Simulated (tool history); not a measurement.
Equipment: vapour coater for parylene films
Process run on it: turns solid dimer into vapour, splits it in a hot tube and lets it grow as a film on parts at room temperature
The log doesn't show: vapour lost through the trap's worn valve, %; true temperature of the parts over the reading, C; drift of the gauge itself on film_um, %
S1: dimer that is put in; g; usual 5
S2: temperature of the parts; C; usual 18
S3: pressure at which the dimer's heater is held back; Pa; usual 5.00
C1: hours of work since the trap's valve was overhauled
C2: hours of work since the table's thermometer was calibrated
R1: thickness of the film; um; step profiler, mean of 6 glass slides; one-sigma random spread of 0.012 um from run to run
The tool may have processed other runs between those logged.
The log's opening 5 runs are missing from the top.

Run 6, hour 170.3: usual settings; C1 621; C2 800. Result: R1 3.23 um.
Run 7, hour 209.5: usual settings; C1 656; C2 835. Result: R1 3.18 um.
At hour 221.7: trap's valve overhauled.
Run 8, hour 251.4: usual settings but S2 16 C; C1 27; C2 869. Result: R1 3.64 um.
Run 9, hour 282.9: usual settings but S3 10.62 Pa; C1 55; C2 897. Result: R1 2.95 um.
Run 10, hour 306.7: usual settings but S1 4 g; C1 76; C2 918. Result: R1 2.72 um.
Run 11, hour 350.4: usual settings but S1 4 g; C1 115; C2 957. Result: R1 2.70 um.
Run 12, hour 378.2: usual settings but S1 4 g; C1 140; C2 982. Result: R1 2.70 um.
Run 13, hour 403.1: usual settings but S1 3 g; C1 162; C2 1004. Result: R1 2.03 um.
Run 14, hour 428.8: usual settings but S1 3 g; C1 185; C2 1027. Result: R1 2.02 um.
Run 15, hour 475.0: usual settings but S1 3 g; C1 226; C2 1069. Result: R1 2.01 um.
Run 16, hour 503.4: usual settings but S1 3 g; C1 252; C2 1094. Result: R1 2.02 um.
Run 17, hour 528.4: usual settings; C1 274; C2 1116. Result: R1 3.35 um.
Run 18, hour 551.3: usual settings; C1 295; C2 1137. Result: R1 3.34 um.
Run 19, hour 592.5: usual settings; C1 331; C2 1174. Result: R1 3.34 um.
Run 20, hour 629.9: usual settings but S1 3 g; C1 365; C2 1207. Result: R1 1.98 um.
Run 21, hour 668.6: usual settings but S2 24 C; C1 399; C2 1242. Result: R1 2.75 um.
Run 22, hour 707.1: usual settings but S2 24 C; C1 434; C2 1276. Result: R1 2.73 um.
Run 23, hour 741.0: usual settings but S3 2.40 Pa; C1 464; C2 1306. Result: R1 3.78 um.
Run 24, hour 774.1: usual settings but S3 2.40 Pa; C1 494; C2 1336. Result: R1 3.81 um.
Run 25, hour 814.6: usual settings but S2 19 C; C1 530; C2 1372. Result: R1 3.16 um.

Expected results for the next run?
Run 26, hour 839.0: usual settings but S2 27 C, S3 7.28 Pa; C1 552; C2 1394. Result: R1 ?.

{"run 26": {"R1": 2.29}}
With no hidden state in the tool, this same run would have given R1 2.38 um.
